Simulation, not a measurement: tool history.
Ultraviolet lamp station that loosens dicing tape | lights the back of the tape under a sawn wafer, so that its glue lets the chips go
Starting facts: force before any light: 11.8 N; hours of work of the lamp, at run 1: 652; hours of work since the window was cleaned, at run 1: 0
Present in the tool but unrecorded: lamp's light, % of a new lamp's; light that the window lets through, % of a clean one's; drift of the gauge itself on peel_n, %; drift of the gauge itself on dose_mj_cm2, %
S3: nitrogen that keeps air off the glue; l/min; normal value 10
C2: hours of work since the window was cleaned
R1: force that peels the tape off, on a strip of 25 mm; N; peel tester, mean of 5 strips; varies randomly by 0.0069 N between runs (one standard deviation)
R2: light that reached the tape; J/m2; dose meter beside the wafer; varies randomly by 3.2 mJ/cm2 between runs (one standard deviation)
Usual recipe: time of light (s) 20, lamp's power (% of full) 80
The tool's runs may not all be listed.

Run 1, hour 0: usual settings; hours of work of the lamp 652; C2 0. Result: R1 0.42 N, R2 4080 J/m2.
Run 2, hour 57.5: usual settings; hours of work of the lamp 689; C2 37. Result: R1 0.45 N, R2 3980 J/m2.
Run 3, hour 115: usual settings but S3 11 l/min; hours of work of the lamp 727; C2 75. Result: R1 0.461 N, R2 3940 J/m2.
Run 4, hour 176.1: usual settings but S3 11 l/min; hours of work of the lamp 766; C2 114. Result: R1 0.487 N, R2 3840 J/m2.
Run 5, hour 239.2: usual settings; hours of work of the lamp 807; C2 155. Result: R1 0.55 N, R2 3750 J/m2.
Run 6, hour 312.6: usual settings; hours of work of the lamp 855; C2 203. Result: R1 0.65 N, R2 3510 J/m2.
Run 7, hour 361.8: usual settings but time of light (s) 19, lamp's power (% of full) 94; hours of work of the lamp 887; C2 235. Result: R1 0.499 N, R2 3880 J/m2.
Run 8, hour 393.5: usual settings but time of light (s) 25, lamp's power (% of full) 94; hours of work of the lamp 908; C2 255. Result: R1 0.231 N, R2 5080 J/m2.
Run 9, hour 428.8: usual settings but time of light (s) 25, lamp's power (% of full) 94; hours of work of the lamp 930; C2 278. Result: R1 0.242 N, R2 4920 J/m2.
Run 10, hour 462.3: usual settings but time of light (s) 25, lamp's power (% of full) 61; hours of work of the lamp 952; C2 300. Result: R1 0.85 N, R2 3180 J/m2.
At hour 514: lamp changed.
Run 11, hour 533.5: usual settings but time of light (s) 18, lamp's power (% of full) 83; hours of work of the lamp 13; C2 346. Result: R1 0.469 N, R2 3970 J/m2.
Run 12, hour 598.7: usual settings but time of light (s) 18; hours of work of the lamp 55; C2 388. Result: R1 0.547 N, R2 3700 J/m2.

5 options for the next run, each taken on its own from the tool as it stands now. Forecast them:
At hour 622.8: window cleaned of glue's vapour.
Run A, hour 668.3: usual settings but time of light (s) 16, lamp's power (% of full) 95, S3 4 l/min; hours of work of the lamp 100; C2 30. Result: R1 ?, R2 ?.
At hour 622.8: window cleaned of glue's vapour.
Run B, hour 668.3: usual settings but time of light (s) 30, lamp's power (% of full) 96; hours of work of the lamp 100; C2 30. Result: R1 ?, R2 ?.
At hour 622.8: window cleaned of glue's vapour.
Run C, hour 668.3: usual settings but lamp's power (% of full) 78, S3 5 l/min; hours of work of the lamp 100; C2 30. Result: R1 ?, R2 ?.
At hour 622.8: window cleaned of glue's vapour.
Run D, hour 668.3: usual settings but time of light (s) 38, lamp's power (% of full) 70, S3 9 l/min; hours of work of the lamp 100; C2 30. Result: R1 ?, R2 ?.
At hour 622.8: window cleaned of glue's vapour.
Run E, hour 668.3: usual settings but time of light (s) 38, lamp's power (% of full) 65, S3 7 l/min; hours of work of the lamp 100; C2 30. Result: R1 ?, R2 ?.

run     R1    R2
  A  0.792  4540
  B   0.09  8620
  C  0.594  4660
  D   0.09  8000
  E  0.117  7370
Without the tool's unlogged condition, the same runs would have read:
run     R1    R2
  A  0.708  4740
  B  0.088  9000
  C  0.527  4870
  D  0.086  8350
  E  0.107  7700

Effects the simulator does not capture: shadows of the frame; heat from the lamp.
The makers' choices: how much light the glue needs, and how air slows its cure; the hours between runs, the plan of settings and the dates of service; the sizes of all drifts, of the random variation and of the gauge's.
